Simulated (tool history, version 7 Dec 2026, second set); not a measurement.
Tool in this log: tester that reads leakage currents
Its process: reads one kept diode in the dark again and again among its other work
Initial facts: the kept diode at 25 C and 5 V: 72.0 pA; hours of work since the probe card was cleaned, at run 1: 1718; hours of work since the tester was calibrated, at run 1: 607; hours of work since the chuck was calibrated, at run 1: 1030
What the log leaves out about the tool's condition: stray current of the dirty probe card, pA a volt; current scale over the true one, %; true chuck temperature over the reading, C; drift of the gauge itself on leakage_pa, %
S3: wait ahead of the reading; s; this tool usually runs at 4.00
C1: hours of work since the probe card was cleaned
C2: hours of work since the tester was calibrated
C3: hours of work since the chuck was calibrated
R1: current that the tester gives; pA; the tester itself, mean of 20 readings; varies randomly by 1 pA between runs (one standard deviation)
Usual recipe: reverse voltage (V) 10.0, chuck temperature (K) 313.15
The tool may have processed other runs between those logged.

{"run": 1, "hour": 0.0, "reverse voltage (V)": 10.0, "chuck temperature (K)": 313.15, "S3": 4.0, "C1": 1718, "C2": 607, "C3": 1030, "R1": 343.36}
{"run": 2, "hour": 129.5, "reverse voltage (V)": 10.0, "chuck temperature (K)": 313.15, "S3": 4.0, "C1": 1817, "C2": 705, "C3": 1129, "R1": 344.63}
{"run": 3, "hour": 239.6, "reverse voltage (V)": 10.0, "chuck temperature (K)": 313.15, "S3": 4.0, "C1": 1901, "C2": 790, "C3": 1213, "R1": 344.76}
{"hour": 384.2, "done": "chuck's temperature calibrated"}
{"run": 4, "hour": 407.5, "reverse voltage (V)": 2.5, "chuck temperature (K)": 313.15, "S3": 4.0, "C1": 2028, "C2": 916, "C3": 18, "R1": 209.22}
{"run": 5, "hour": 582.7, "reverse voltage (V)": 2.5, "chuck temperature (K)": 313.15, "S3": 4.0, "C1": 2162, "C2": 1050, "C3": 152, "R1": 211.11}
{"run": 6, "hour": 785.6, "reverse voltage (V)": 2.5, "chuck temperature (K)": 313.15, "S3": 4.0, "C1": 2317, "C2": 1205, "C3": 306, "R1": 208.27}
{"hour": 803.2, "done": "probe card cleaned and baked"}
{"run": 7, "hour": 950.1, "reverse voltage (V)": 2.5, "chuck temperature (K)": 309.15, "S3": 4.0, "C1": 112, "C2": 1328, "C3": 430, "R1": 149.02}
{"run": 8, "hour": 1064.9, "reverse voltage (V)": 4.6, "chuck temperature (K)": 309.15, "S3": 4.0, "C1": 200, "C2": 1416, "C3": 517, "R1": 186.0}
{"run": 9, "hour": 1242.4, "reverse voltage (V)": 4.6, "chuck temperature (K)": 309.15, "S3": 4.0, "C1": 335, "C2": 1551, "C3": 653, "R1": 185.66}
{"run": 10, "hour": 1377.3, "reverse voltage (V)": 1.0, "chuck temperature (K)": 309.15, "S3": 4.0, "C1": 438, "C2": 1654, "C3": 756, "R1": 107.59}
{"run": 11, "hour": 1578.3, "reverse voltage (V)": 1.0, "chuck temperature (K)": 309.15, "S3": 4.0, "C1": 592, "C2": 1808, "C3": 909, "R1": 106.83}
{"run": 12, "hour": 1787.0, "reverse voltage (V)": 1.0, "chuck temperature (K)": 309.15, "S3": 4.0, "C1": 751, "C2": 1967, "C3": 1069, "R1": 107.17}
{"run": 13, "hour": 1964.8, "reverse voltage (V)": 1.0, "chuck temperature (K)": 309.15, "S3": 4.0, "C1": 887, "C2": 2103, "C3": 1205, "R1": 107.26}
{"run": 14, "hour": 2103.8, "reverse voltage (V)": 10.0, "chuck temperature (K)": 313.15, "S3": 5.22, "C1": 993, "C2": 2209, "C3": 1311, "R1": 342.99}
{"hour": 2119.3, "done": "chuck's temperature calibrated"}
{"run": 15, "hour": 2313.8, "reverse voltage (V)": 10.0, "chuck temperature (K)": 313.15, "S3": 4.0, "C1": 1152, "C2": 2368, "C3": 149, "R1": 345.41}
{"run": 16, "hour": 2453.6, "reverse voltage (V)": 10.0, "chuck temperature (K)": 313.15, "S3": 4.0, "C1": 1259, "C2": 2475, "C3": 255, "R1": 345.47}
{"run": 17, "hour": 2549.7, "reverse voltage (V)": 10.0, "chuck temperature (K)": 313.15, "S3": 4.0, "C1": 1332, "C2": 2548, "C3": 329, "R1": 345.62}
{"run": 18, "hour": 2773.0, "reverse voltage (V)": 10.0, "chuck temperature (K)": 313.15, "S3": 4.0, "C1": 1502, "C2": 2719, "C3": 499, "R1": 346.62}
{"run": 19, "hour": 2919.5, "reverse voltage (V)": 10.0, "chuck temperature (K)": 313.15, "S3": 4.0, "C1": 1614, "C2": 2830, "C3": 611, "R1": 343.3}
{"run": 20, "hour": 3079.1, "reverse voltage (V)": 2.6, "chuck temperature (K)": 319.15, "S3": 7.26, "C1": 1736, "C2": 2952, "C3": 733, "R1": 348.7}
{"run": 21, "hour": 3293.1, "reverse voltage (V)": 2.6, "chuck temperature (K)": 317.15, "S3": 5.57, "C1": 1900, "C2": 3116, "C3": 896, "R1": 295.54}
{"run": 22, "hour": 3443.1, "reverse voltage (V)": 10.0, "chuck temperature (K)": 313.15, "S3": 2.16, "C1": 2014, "C2": 3230, "C3": 1011, "R1": 345.18}
{"run": 23, "hour": 3579.9, "reverse voltage (V)": 10.0, "chuck temperature (K)": 313.15, "S3": 2.16, "C1": 2119, "C2": 3335, "C3": 1115, "R1": 347.83}
{"run": 24, "hour": 3689.6, "reverse voltage (V)": 10.0, "chuck temperature (K)": 313.15, "S3": 2.16, "C1": 2202, "C2": 3418, "C3": 1199, "R1": 344.28}
{"hour": 3849.2, "done": "probe card cleaned and baked"}
{"hour": 3851.2, "done": "chuck's temperature calibrated"}
{"run": 25, "hour": 3879.1, "reverse voltage (V)": 10.0, "chuck temperature (K)": 313.15, "S3": 2.16, "C1": 21, "C2": 3559, "C3": 21, "R1": 346.03}
{"run": 26, "hour": 3991.3, "reverse voltage (V)": 10.0, "chuck temperature (K)": 313.15, "S3": 2.16, "C1": 107, "C2": 3645, "C3": 107, "R1": 345.33}
{"run": 27, "hour": 4191.9, "reverse voltage (V)": 1.3, "chuck temperature (K)": 305.15, "S3": 5.23, "C1": 260, "C2": 3798, "C3": 260, "R1": 83.26}
{"run": 28, "hour": 4360.6, "reverse voltage (V)": 1.3, "chuck temperature (K)": 300.15, "S3": 0.62, "C1": 389, "C2": 3927, "C3": 389, "R1": 53.37}
{"run": 29, "hour": 4465.1, "reverse voltage (V)": 3.6, "chuck temperature (K)": 328.15, "S3": 5.97, "C1": 469, "C2": 4007, "C3": 469, "R1": 792.89}
{"run": 30, "hour": 4636.3, "reverse voltage (V)": 3.6, "chuck temperature (K)": 328.15, "S3": 5.97, "C1": 599, "C2": 4137, "C3": 599, "R1": 789.43}
{"run": 31, "hour": 4837.1, "reverse voltage (V)": 3.6, "chuck temperature (K)": 328.15, "S3": 5.97, "C1": 753, "C2": 4291, "C3": 753, "R1": 791.05}
{"run": 32, "hour": 4968.1, "reverse voltage (V)": 9.3, "chuck temperature (K)": 299.15, "S3": 1.63, "C1": 853, "C2": 4391, "C3": 853, "R1": 98.9}
{"run": 33, "hour": 5133.3, "reverse voltage (V)": 9.3, "chuck temperature (K)": 299.15, "S3": 1.63, "C1": 979, "C2": 4517, "C3": 979, "R1": 99.15}
{"run": 34, "hour": 5226.6, "reverse voltage (V)": 9.3, "chuck temperature (K)": 299.15, "S3": 1.63, "C1": 1050, "C2": 4588, "C3": 1050, "R1": 98.81}
{"run": 35, "hour": 5450.1, "reverse voltage (V)": 9.3, "chuck temperature (K)": 299.15, "S3": 1.63, "C1": 1221, "C2": 4759, "C3": 1221, "R1": 99.37}
{"hour": 5585.3, "done": "chuck's temperature calibrated"}
{"run": 36, "hour": 5585.3, "reverse voltage (V)": 5.9, "chuck temperature (K)": 310.15, "S3": 3.89, "C1": 1323, "C2": 4861, "C3": 0, "R1": 222.01}
{"run": 37, "hour": 5720.1, "reverse voltage (V)": 7.0, "chuck temperature (K)": 314.15, "S3": 3.44, "C1": 1425, "C2": 4963, "C3": 103, "R1": 329.51}
{"run": 38, "hour": 5850.6, "reverse voltage (V)": 1.6, "chuck temperature (K)": 317.15, "S3": 0.63, "C1": 1525, "C2": 5063, "C3": 203, "R1": 248.61}

Entry by entry between the runs, the difference in hidden state between the last listed run before and the first listed run after:
Runs 3 to 4: chuck's temperature calibrated (hour 384.2)
  stray current of the dirty probe card, pA a volt: 0.033 -> 0.034; true chuck temperature over the reading, C: -0.03 -> 0
Runs 6 to 7: probe card cleaned and baked (hour 803.2)
  stray current of the dirty probe card, pA a volt: 0.036 -> 0.021; true chuck temperature over the reading, C: 0 -> -0.01
Runs 14 to 15: chuck's temperature calibrated (hour 2119.3)
  stray current of the dirty probe card, pA a volt: 0.027 -> 0.028; true chuck temperature over the reading, C: -0.03 -> 0
Runs 24 to 25: probe card cleaned and baked (hour 3849.2); chuck's temperature calibrated (hour 3851.2)
  stray current of the dirty probe card, pA a volt: 0.035 -> 0.02; true chuck temperature over the reading, C: -0.03 -> 0
Runs 35 to 36: chuck's temperature calibrated (hour 5585.3)
  stray current of the dirty probe card, pA a volt: 0.028 -> 0.029; true chuck temperature over the reading, C: -0.02 -> 0

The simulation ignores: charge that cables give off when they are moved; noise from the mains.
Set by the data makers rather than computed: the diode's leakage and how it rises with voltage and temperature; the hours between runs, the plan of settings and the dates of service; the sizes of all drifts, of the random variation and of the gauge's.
